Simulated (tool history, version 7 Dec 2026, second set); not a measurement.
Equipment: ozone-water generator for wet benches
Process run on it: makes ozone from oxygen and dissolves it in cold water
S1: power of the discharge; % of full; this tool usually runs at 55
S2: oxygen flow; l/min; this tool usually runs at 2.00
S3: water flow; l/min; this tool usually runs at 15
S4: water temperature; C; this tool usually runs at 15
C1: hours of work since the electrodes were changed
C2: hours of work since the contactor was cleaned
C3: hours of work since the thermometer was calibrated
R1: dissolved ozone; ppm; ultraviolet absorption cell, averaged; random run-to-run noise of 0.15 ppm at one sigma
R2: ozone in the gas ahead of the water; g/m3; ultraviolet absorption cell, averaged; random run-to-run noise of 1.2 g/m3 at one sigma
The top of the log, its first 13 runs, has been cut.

| run | hour | S1 | S2 | S3 | S4 | C1 | C2 | C3 | R1 | R2 |
|---|---|---|---|---|---|---|---|---|---|---|
| 14 | 1259.6 | 55 | 2.00 | 15 | 15 | 1777 | 3857 | 2132 | 16.7 | 211.3 |
| 15 | 1385.7 | 55 | 2.00 | 15 | 15 | 1875 | 3956 | 2230 | 16.9 | 210.1 |
| 16 | 1441.8 | 55 | 2.00 | 15 | 15 | 1919 | 4000 | 2274 | 16.8 | 213.6 |
| 17 | 1545.3 | 55 | 1.43 | 16 | 15 | 2000 | 4080 | 2355 | 15.0 | 260.8 |
| 18 | 1672.1 | 66 | 1.40 | 16 | 15 | 2099 | 4179 | 2454 | 17.4 | 310.3 |
| 19 | 1724.7 | 66 | 1.40 | 16 | 15 | 2140 | 4220 | 2495 | 17.2 | 312.0 |
| 20 | 1776.8 | 66 | 1.40 | 16 | 14 | 2180 | 4261 | 2535 | 17.3 | 308.0 |
| 21 | 1896.8 | 72 | 1.58 | 23 | 11 | 2274 | 4355 | 2629 | 12.8 | 306.9 |
| 22 | 1957.7 | 72 | 1.58 | 23 | 11 | 2322 | 4402 | 2676 | 13.0 | 308.1 |
| 23 | 2071.1 | 72 | 1.58 | 23 | 11 | 2410 | 4491 | 2765 | 12.5 | 305.3 |
| 24 | 2185.8 | 72 | 1.58 | 11 | 11 | 2500 | 4580 | 2855 | 28.5 | 307.2 |
| 25 | 2248.3 | 72 | 1.58 | 11 | 11 | 2548 | 4629 | 2903 | 28.3 | 305.2 |
| 26 | 2333.4 | 75 | 1.58 | 24 | 11 | 2615 | 4695 | 2970 | 12.2 | 315.0 |
| 27 | 2444.0 | 55 | 2.79 | 15 | 15 | 2701 | 4782 | 3056 | 16.7 | 171.1 |
| 28 | 2504.9 | 55 | 2.00 | 15 | 11 | 2749 | 4829 | 3104 | 16.7 | 207.2 |
| 29 | 2612.4 | 55 | 3.14 | 17 | 15 | 2833 | 4913 | 3187 | 14.8 | 156.8 |
| 30 | 2673.4 | 55 | 3.14 | 17 | 15 | 2880 | 4961 | 3235 | 14.8 | 158.9 |
| 31 | 2728.0 | 100 | 2.00 | 10 | 15 | 2923 | 5003 | 3278 | 39.0 | 345.3 |
| 32 | 2794.8 | 59 | 2.00 | 13 | 10 | 2975 | 5055 | 3330 | 20.9 | 220.7 |

Forecast each of these 3 alternatives for the next run:
| A | 2867.4 | 55 | 2.00 | 22 | 15 | 3032 | 5112 | 3386 | ? | ? |
| B | 2867.4 | 59 | 2.74 | 21 | 13 | 3032 | 5112 | 3386 | ? | ? |
| C | 2867.4 | 55 | 1.27 | 15 | 13 | 3032 | 5112 | 3386 | ? | ? |

| run | R1 | R2 |
|---|---|---|
| A | 10.7 | 208.1 |
| B | 12.5 | 184.1 |
| C | 15.1 | 276.0 |
Without the tool's hidden state the same runs would have given:
| run | R1 | R2 |
|---|---|---|
| A | 12.4 | 221.5 |
| B | 14.6 | 196.9 |
| C | 17.2 | 293.8 |
